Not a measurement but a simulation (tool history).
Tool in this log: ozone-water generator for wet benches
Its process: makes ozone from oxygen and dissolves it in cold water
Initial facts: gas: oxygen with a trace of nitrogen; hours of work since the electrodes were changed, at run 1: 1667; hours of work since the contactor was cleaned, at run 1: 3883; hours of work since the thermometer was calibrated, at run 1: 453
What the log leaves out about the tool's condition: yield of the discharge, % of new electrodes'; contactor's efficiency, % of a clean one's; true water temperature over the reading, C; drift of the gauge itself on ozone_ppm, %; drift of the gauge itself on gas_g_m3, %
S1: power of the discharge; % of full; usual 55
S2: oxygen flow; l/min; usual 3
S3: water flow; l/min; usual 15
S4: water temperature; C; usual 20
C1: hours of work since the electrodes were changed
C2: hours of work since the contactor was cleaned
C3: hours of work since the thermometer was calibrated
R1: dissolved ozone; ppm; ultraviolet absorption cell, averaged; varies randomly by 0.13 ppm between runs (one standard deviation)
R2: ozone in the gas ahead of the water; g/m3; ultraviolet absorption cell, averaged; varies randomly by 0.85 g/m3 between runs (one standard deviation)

| run | hour | S1 | S2 | S3 | S4 | C1 | C2 | C3 | R1 | R2 |
|---|---|---|---|---|---|---|---|---|---|---|
| 1 | 0 | 55 | 3 | 15 | 20 | 1667 | 3883 | 453 | 12 | 133.3 |
| 2 | 82.1 | 55 | 3 | 15 | 20 | 1749 | 3965 | 535 | 11.9 | 132.5 |
| 3 | 152.3 | 55 | 3 | 11 | 20 | 1819 | 4035 | 605 | 14.9 | 130 |
| 4 | 200.5 | 55 | 1.57 | 15 | 20 | 1867 | 4083 | 653 | 9.8 | 166.7 |
| 5 | 248.7 | 55 | 3 | 13 | 20 | 1915 | 4132 | 701 | 13.3 | 130.7 |
| 6 | 346.5 | 55 | 2.19 | 13 | 20 | 2013 | 4229 | 799 | 12.2 | 147.5 |
| 7 | 425.1 | 55 | 2.19 | 13 | 20 | 2092 | 4308 | 878 | 12.4 | 145.9 |
| 8 | 531.8 | 55 | 2.19 | 13 | 20 | 2198 | 4415 | 984 | 12.1 | 145.6 |
| 9 | 588.7 | 55 | 2.19 | 13 | 20 | 2255 | 4471 | 1041 | 12.2 | 146 |
| 10 | 680 | 55 | 2.19 | 13 | 20 | 2346 | 4563 | 1132 | 12.1 | 146.8 |
| 11 | 757.6 | 55 | 3 | 15 | 20 | 2424 | 4640 | 1210 | 11.5 | 128.2 |
| 12 | 855.7 | 55 | 3 | 15 | 20 | 2522 | 4738 | 1308 | 11.4 | 128.6 |
| 13 | 958.7 | 55 | 3 | 15 | 20 | 2625 | 4841 | 1411 | 11.7 | 128.6 |
| 14 | 1053.2 | 55 | 3 | 15 | 20 | 2719 | 4935 | 1505 | 11.4 | 127.2 |
| 15 | 1125.5 | 55 | 3 | 15 | 20 | 2792 | 5008 | 1577 | 11.5 | 128.1 |
| 16 | 1169.6 | 55 | 3 | 15 | 20 | 2836 | 5052 | 1621 | 11.3 | 129 |
| 17 | 1227.7 | 55 | 3 | 15 | 20 | 2894 | 5110 | 1680 | 11.1 | 128 |
| 18 | 1317.8 | 55 | 3 | 15 | 20 | 2984 | 5200 | 1770 | 11.2 | 128.9 |
| 19 | 1364.7 | 97 | 3 | 15 | 16 | 3031 | 5247 | 1816 | 19.2 | 207.1 |
|  | 1374.9 | water thermometer calibrated |
| 20 | 1454.5 | 61 | 4.45 | 18 | 19 | 3120 | 5336 | 80 | 11.4 | 121.1 |
| 21 | 1542.3 | 90 | 1.73 | 18 | 19 | 3208 | 5424 | 167 | 12.1 | 234.7 |
| 22 | 1607.5 | 45 | 4.8 | 14 | 20 | 3273 | 5489 | 232 | 10.8 | 89.8 |
| 23 | 1689 | 56 | 3.26 | 20 | 24 | 3354 | 5570 | 314 | 8.5 | 125.3 |
| 24 | 1733.4 | 41 | 3 | 10 | 20 | 3399 | 5615 | 358 | 12.1 | 99 |
| 25 | 1799.1 | 41 | 3 | 10 | 20 | 3464 | 5680 | 424 | 11.8 | 99.3 |
| 26 | 1883.1 | 78 | 3.23 | 10 | 20 | 3548 | 5764 | 508 | 20.7 | 162.7 |
| 27 | 1968 | 88 | 4.15 | 18 | 20 | 3633 | 5849 | 593 | 14.8 | 163.6 |
|  | 1994.9 | water thermometer calibrated, once more |
| 28 | 2053.7 | 55 | 1.54 | 15 | 13 | 3718 | 5934 | 59 | 9.4 | 159.9 |
| 29 | 2135.2 | 55 | 1.54 | 15 | 13 | 3800 | 6016 | 140 | 9.3 | 160.7 |
| 30 | 2180 | 55 | 3.98 | 15 | 13 | 3844 | 6060 | 185 | 12.5 | 113 |
| 31 | 2284.1 | 40 | 3.55 | 15 | 17 | 3948 | 6164 | 289 | 9 | 90.1 |
| 32 | 2361.8 | 40 | 3.55 | 15 | 17 | 4026 | 6242 | 367 | 8.9 | 90.3 |

Expected results for the next run?
| 33 | 2417.3 | 40 | 3.55 | 15 | 17 | 4081 | 6298 | 422 | ? | ? |

Run 33 produced R1 9 ppm, R2 90 g/m3.
With no hidden state in the tool, this same run would have given R1 10.5 ppm, R2 96.4 g/m3.
